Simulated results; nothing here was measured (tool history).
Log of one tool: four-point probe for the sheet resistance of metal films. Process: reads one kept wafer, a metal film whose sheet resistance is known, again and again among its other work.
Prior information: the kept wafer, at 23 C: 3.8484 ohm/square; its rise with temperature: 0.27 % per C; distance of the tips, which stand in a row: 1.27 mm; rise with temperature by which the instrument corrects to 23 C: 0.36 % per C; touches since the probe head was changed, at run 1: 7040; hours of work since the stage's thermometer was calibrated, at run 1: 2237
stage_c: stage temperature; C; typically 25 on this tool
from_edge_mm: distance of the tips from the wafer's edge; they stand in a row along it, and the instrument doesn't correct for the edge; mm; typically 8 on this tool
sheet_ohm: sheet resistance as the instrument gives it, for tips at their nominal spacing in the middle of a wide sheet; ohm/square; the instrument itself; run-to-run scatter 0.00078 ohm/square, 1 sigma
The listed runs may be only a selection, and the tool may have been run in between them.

| run | hour | stage_c | from_edge_mm | touches since the probe head was changed | hours of work since the stage's thermometer was calibrated | sheet_ohm |
|---|---|---|---|---|---|---|
| 1 | 0 | 25 | 8 | 7040 | 2237 | 3.87914 |
|  | 4.7 | stage's thermometer calibrated |
| 2 | 55 | 25 | 8 | 7975 | 28 | 3.878739 |
| 3 | 156.9 | 25 | 8 | 9725 | 83 | 3.877007 |
| 4 | 249.8 | 25 | 8 | 11320 | 134 | 3.877193 |
| 5 | 298.3 | 25 | 8 | 12154 | 161 | 3.875491 |
|  | 339 | stage's thermometer calibrated, once more |
| 6 | 398.8 | 25 | 8 | 13871 | 33 | 3.884 |
| 7 | 496.1 | 25 | 8 | 15542 | 86 | 3.883661 |
| 8 | 591.3 | 28 | 8 | 17177 | 138 | 3.873284 |
| 9 | 652 | 28 | 8 | 18220 | 171 | 3.873315 |
| 10 | 711.6 | 28 | 45 | 19242 | 204 | 3.825873 |
| 11 | 784.6 | 29 | 45 | 20496 | 244 | 3.821448 |
| 12 | 851.3 | 25 | 8 | 21642 | 280 | 3.883615 |
| 13 | 908 | 25 | 8 | 22615 | 311 | 3.883313 |
| 14 | 965.4 | 25 | 8 | 23601 | 343 | 3.882317 |
| 15 | 1040.9 | 25 | 8 | 24899 | 384 | 3.881945 |
| 16 | 1136.6 | 25 | 8 | 26542 | 436 | 3.882917 |
| 17 | 1228.3 | 25 | 10 | 28116 | 486 | 3.863205 |
| 18 | 1290 | 25 | 10 | 29177 | 520 | 3.862951 |
| 19 | 1384.9 | 25 | 10 | 30805 | 572 | 3.862421 |
| 20 | 1485.2 | 25 | 8 | 32527 | 627 | 3.880786 |
| 21 | 1535.3 | 25 | 8 | 33388 | 654 | 3.880095 |
| 22 | 1609.3 | 24 | 8 | 34659 | 695 | 3.883336 |
| 23 | 1693.5 | 22 | 23 | 36105 | 741 | 3.844144 |
| 24 | 1793.5 | 25 | 5 | 37824 | 796 | 3.955652 |
| 25 | 1890.4 | 25 | 5 | 39488 | 849 | 3.956816 |
| 26 | 1976.4 | 25 | 5 | 40964 | 896 | 3.955304 |
| 27 | 2035.6 | 25 | 5 | 41980 | 928 | 3.955299 |
| 28 | 2128.5 | 27 | 11 | 43576 | 979 | 3.847431 |
| 29 | 2179 | 27 | 11 | 44443 | 1006 | 3.844913 |
| 30 | 2248.3 | 27 | 11 | 45633 | 1044 | 3.846353 |
| 31 | 2342.4 | 28 | 28 | 47249 | 1096 | 3.819891 |
| 32 | 2442 | 28 | 28 | 48960 | 1150 | 3.819328 |
| 33 | 2537.3 | 31 | 50 | 50597 | 1202 | 3.806691 |
| 34 | 2586.1 | 20 | 4 | 51434 | 1229 | 4.03693 |
| 35 | 2668.5 | 20 | 4 | 52849 | 1274 | 4.037658 |
| 36 | 2713.1 | 20 | 65 | 53615 | 1299 | 3.841767 |
| 37 | 2761.8 | 24 | 3 | 54451 | 1325 | 4.159954 |
| 38 | 2844.9 | 18 | 30 | 55879 | 1371 | 3.849688 |
| 39 | 2895.4 | 26 | 35 | 56746 | 1398 | 3.821751 |
| 40 | 2989.2 | 27 | 26 | 58357 | 1450 | 3.821417 |
| 41 | 3036.8 | 27 | 26 | 59174 | 1476 | 3.820113 |
| 42 | 3104 | 24 | 36 | 60328 | 1512 | 3.828832 |
| 43 | 3180 | 21 | 22 | 61633 | 1554 | 3.841011 |
| 44 | 3278.5 | 21 | 22 | 63324 | 1608 | 3.841358 |

Predict each of these 3 candidate next runs independently; none follows another, all start after run 44:
| A | 3322.2 | 20 | 6 | 64075 | 1632 | ? |
| B | 3322.2 | 29 | 24 | 64075 | 1632 | ? |
| C | 3322.2 | 24 | 4 | 64075 | 1632 | ? |

| run | sheet_ohm |
|---|---|
| A | 3.928499 |
| B | 3.81474 |
| C | 4.020956 |
The same runs, with their run-to-run variation unchanged, on a tool lacking any hidden condition would have given:
| run | sheet_ohm |
|---|---|
| A | 3.949767 |
| B | 3.835274 |
| C | 4.04262 |

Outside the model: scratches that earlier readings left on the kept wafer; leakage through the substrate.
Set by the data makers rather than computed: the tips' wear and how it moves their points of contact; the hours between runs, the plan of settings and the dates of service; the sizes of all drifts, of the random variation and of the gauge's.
